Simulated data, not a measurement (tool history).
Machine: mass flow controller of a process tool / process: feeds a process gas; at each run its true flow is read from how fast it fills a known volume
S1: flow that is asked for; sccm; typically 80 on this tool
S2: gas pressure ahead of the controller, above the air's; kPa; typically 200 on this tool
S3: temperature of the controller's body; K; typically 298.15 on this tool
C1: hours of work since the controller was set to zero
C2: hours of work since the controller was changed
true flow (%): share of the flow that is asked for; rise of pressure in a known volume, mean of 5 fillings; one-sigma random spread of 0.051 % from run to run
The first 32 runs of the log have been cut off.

{"run": 33, "hour": 9568.0, "S1": 80, "S2": 264, "S3": 296.15, "C1": 1166, "C2": 1166, "true flow (%)": 99.78}
{"run": 34, "hour": 9896.7, "S1": 19, "S2": 205, "S3": 300.15, "C1": 1369, "C2": 1369, "true flow (%)": 99.91}
{"run": 35, "hour": 10308.7, "S1": 19, "S2": 205, "S3": 300.15, "C1": 1623, "C2": 1623, "true flow (%)": 100.18}
{"run": 36, "hour": 10553.0, "S1": 80, "S2": 163, "S3": 298.15, "C1": 1774, "C2": 1774, "true flow (%)": 99.5}
{"run": 37, "hour": 10793.8, "S1": 25, "S2": 163, "S3": 299.15, "C1": 1922, "C2": 1922, "true flow (%)": 99.77}
{"run": 38, "hour": 11116.8, "S1": 11, "S2": 179, "S3": 299.15, "C1": 2122, "C2": 2122, "true flow (%)": 102.13}
{"run": 39, "hour": 11409.8, "S1": 80, "S2": 206, "S3": 297.15, "C1": 2302, "C2": 2302, "true flow (%)": 99.75}
{"run": 40, "hour": 11714.7, "S1": 23, "S2": 200, "S3": 300.15, "C1": 2491, "C2": 2491, "true flow (%)": 100.64}

Consider 3 possible next runs. They are alternatives, not a sequence: every one starts from the tool as it was left by run 40. What does each give?
{"run": "A", "hour": 12131.2, "S1": 14, "S2": 200, "S3": 294.15, "C1": 2748, "C2": 2748, "true flow (%)": "?"}
{"run": "B", "hour": 12131.2, "S1": 23, "S2": 203, "S3": 300.15, "C1": 2748, "C2": 2748, "true flow (%)": "?"}
{"run": "C", "hour": 12131.2, "S1": 23, "S2": 200, "S3": 303.15, "C1": 2748, "C2": 2748, "true flow (%)": "?"}

run=A true_flow_(%)=101.70
run=B true_flow_(%)=100.86
run=C true_flow_(%)=101.15
Without the tool's hidden state the same runs would have given:
run=A true_flow_(%)=97.80
run=B true_flow_(%)=98.62
run=C true_flow_(%)=98.92
